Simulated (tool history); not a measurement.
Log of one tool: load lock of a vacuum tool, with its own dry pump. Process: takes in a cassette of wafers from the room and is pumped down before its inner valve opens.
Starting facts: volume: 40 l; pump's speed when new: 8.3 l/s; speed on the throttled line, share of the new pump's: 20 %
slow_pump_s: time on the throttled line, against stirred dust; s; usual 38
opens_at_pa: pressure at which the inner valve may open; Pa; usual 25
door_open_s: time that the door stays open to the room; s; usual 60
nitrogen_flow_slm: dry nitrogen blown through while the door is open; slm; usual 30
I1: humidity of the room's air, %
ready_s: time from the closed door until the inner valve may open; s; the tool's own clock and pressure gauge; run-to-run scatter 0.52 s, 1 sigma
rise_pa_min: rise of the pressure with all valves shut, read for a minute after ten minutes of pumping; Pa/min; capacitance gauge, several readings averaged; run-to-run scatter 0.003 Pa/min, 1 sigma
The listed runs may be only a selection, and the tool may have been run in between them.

Run 1, hour 0.0: usual settings; I1 47.0. Result: ready_s 73.1 s, rise_pa_min 0.082 Pa/min.
Run 2, hour 236.3: usual settings; I1 47.4. Result: ready_s 73.4 s, rise_pa_min 0.092 Pa/min.
Run 3, hour 613.7: usual settings; I1 43.6. Result: ready_s 74.3 s, rise_pa_min 0.098 Pa/min.
Run 4, hour 977.4: usual settings; I1 47.3. Result: ready_s 73.3 s, rise_pa_min 0.111 Pa/min.
Run 5, hour 1287.1: usual settings; I1 46.0. Result: ready_s 73.7 s, rise_pa_min 0.122 Pa/min.
Run 6, hour 1548.8: usual settings but slow_pump_s 19 s; I1 45.5. Result: ready_s 59.3 s, rise_pa_min 0.125 Pa/min.
Run 7, hour 1753.5: usual settings but slow_pump_s 19 s; I1 43.2. Result: ready_s 59.1 s, rise_pa_min 0.123 Pa/min.
Run 8, hour 1968.3: usual settings but slow_pump_s 19 s; I1 45.5. Result: ready_s 59.6 s, rise_pa_min 0.134 Pa/min.
Run 9, hour 2163.5: usual settings; I1 40.5. Result: ready_s 73.2 s, rise_pa_min 0.142 Pa/min.
Run 10, hour 2323.0: usual settings; I1 43.2. Result: ready_s 74.2 s, rise_pa_min 0.137 Pa/min.
Run 11, hour 2490.6: usual settings; I1 45.1. Result: ready_s 73.8 s, rise_pa_min 0.151 Pa/min.
Run 12, hour 2830.6: usual settings; I1 45.8. Result: ready_s 73.4 s, rise_pa_min 0.153 Pa/min.
Run 13, hour 3176.1: usual settings but nitrogen_flow_slm 17 slm; I1 47.1. Result: ready_s 72.9 s, rise_pa_min 0.174 Pa/min.
Run 14, hour 3445.1: usual settings but opens_at_pa 40 Pa; I1 42.7. Result: ready_s 71.8 s, rise_pa_min 0.172 Pa/min.
Run 15, hour 3790.3: usual settings but opens_at_pa 40 Pa; I1 43.0. Result: ready_s 72.5 s, rise_pa_min 0.185 Pa/min.
Run 16, hour 4023.5: usual settings but opens_at_pa 40 Pa; I1 45.3. Result: ready_s 72.7 s, rise_pa_min 0.192 Pa/min.
Run 17, hour 4342.5: usual settings but opens_at_pa 40 Pa; I1 37.7. Result: ready_s 72.3 s, rise_pa_min 0.203 Pa/min.
Run 18, hour 4580.6: usual settings but opens_at_pa 40 Pa; I1 42.2. Result: ready_s 72.7 s, rise_pa_min 0.220 Pa/min.
At hour 4952.5: dry pump taken out, an overhauled one fitted.
Run 19, hour 4966.6: usual settings but opens_at_pa 40 Pa; I1 43.6. Result: ready_s 68.8 s, rise_pa_min 0.224 Pa/min.
Run 20, hour 5258.6: usual settings but opens_at_pa 40 Pa; I1 47.3. Result: ready_s 69.5 s, rise_pa_min 0.240 Pa/min.
Run 21, hour 5580.7: usual settings but slow_pump_s 57 s; I1 43.7. Result: ready_s 86.8 s, rise_pa_min 0.256 Pa/min.
Run 22, hour 5843.3: usual settings but slow_pump_s 20 s, door_open_s 146 s, nitrogen_flow_slm 4 slm; I1 42.0. Result: ready_s 57.6 s, rise_pa_min 0.328 Pa/min.
Run 23, hour 6148.6: usual settings but slow_pump_s 62 s, opens_at_pa 22 Pa, door_open_s 146 s, nitrogen_flow_slm 4 slm; I1 42.0. Result: ready_s 91.6 s, rise_pa_min 0.337 Pa/min.
Run 24, hour 6311.2: usual settings but slow_pump_s 50 s, opens_at_pa 34 Pa, door_open_s 214 s, nitrogen_flow_slm 28 slm; I1 47.6. Result: ready_s 79.2 s, rise_pa_min 0.317 Pa/min.
Run 25, hour 6573.2: usual settings but slow_pump_s 50 s, opens_at_pa 34 Pa, door_open_s 214 s, nitrogen_flow_slm 28 slm; I1 45.1. Result: ready_s 80.8 s, rise_pa_min 0.327 Pa/min.
Run 26, hour 6811.8: usual settings but slow_pump_s 62 s, door_open_s 73 s; I1 40.3. Result: ready_s 91.1 s, rise_pa_min 0.301 Pa/min.
Run 27, hour 6998.1: usual settings but slow_pump_s 24 s, nitrogen_flow_slm 32 slm; I1 40.9. Result: ready_s 60.7 s, rise_pa_min 0.303 Pa/min.
Run 28, hour 7201.2: usual settings but slow_pump_s 24 s, nitrogen_flow_slm 32 slm; I1 44.0. Result: ready_s 61.2 s, rise_pa_min 0.311 Pa/min.
Run 29, hour 7403.6: usual settings but slow_pump_s 24 s, nitrogen_flow_slm 32 slm; I1 46.4. Result: ready_s 61.3 s, rise_pa_min 0.319 Pa/min.
Run 30, hour 7756.9: usual settings but slow_pump_s 24 s, nitrogen_flow_slm 32 slm; I1 45.7. Result: ready_s 61.6 s, rise_pa_min 0.339 Pa/min.
Run 31, hour 8136.6: usual settings but slow_pump_s 53 s; I1 44.9. Result: ready_s 84.4 s, rise_pa_min 0.344 Pa/min.
Run 32, hour 8330.9: usual settings but slow_pump_s 53 s; I1 43.9. Result: ready_s 83.7 s, rise_pa_min 0.360 Pa/min.
Run 33, hour 8625.9: usual settings but slow_pump_s 53 s, door_open_s 26 s; I1 47.6. Result: ready_s 84.5 s, rise_pa_min 0.364 Pa/min.
Run 34, hour 8959.9: usual settings but opens_at_pa 40 Pa, door_open_s 51 s; I1 47.2. Result: ready_s 70.2 s, rise_pa_min 0.390 Pa/min.
Run 35, hour 9273.0: usual settings but slow_pump_s 44 s, door_open_s 62 s, nitrogen_flow_slm 12 slm; I1 47.5. Result: ready_s 76.7 s, rise_pa_min 0.415 Pa/min.
Run 36, hour 9651.7: usual settings but slow_pump_s 44 s, door_open_s 62 s, nitrogen_flow_slm 12 slm; I1 46.2. Result: ready_s 78.3 s, rise_pa_min 0.431 Pa/min.
Run 37, hour 9874.6: usual settings but slow_pump_s 41 s, opens_at_pa 39 Pa, door_open_s 194 s, nitrogen_flow_slm 20 slm; I1 43.9. Result: ready_s 72.9 s, rise_pa_min 0.480 Pa/min.

Predict each of these 3 candidate next runs independently; none follows another, all start after run 37:
Run A, hour 10131.8: usual settings but slow_pump_s 41 s, opens_at_pa 39 Pa, door_open_s 78 s, nitrogen_flow_slm 20 slm; I1 44.7. Result: ready_s ?, rise_pa_min ?.
Run B, hour 10131.8: usual settings but slow_pump_s 71 s, opens_at_pa 39 Pa, door_open_s 194 s, nitrogen_flow_slm 9 slm; I1 49.1. Result: ready_s ?, rise_pa_min ?.
Run C, hour 10131.8: usual settings but slow_pump_s 50 s, opens_at_pa 36 Pa; I1 46.8. Result: ready_s ?, rise_pa_min ?.

run  ready_s  rise_pa_min
  A     73.1        0.450
  B     97.1        0.530
  C     81.6        0.446
Without the tool's unlogged condition, the same runs would have read:
run  ready_s  rise_pa_min
  A     70.1        0.037
  B     94.8        0.107
  C     78.8        0.028
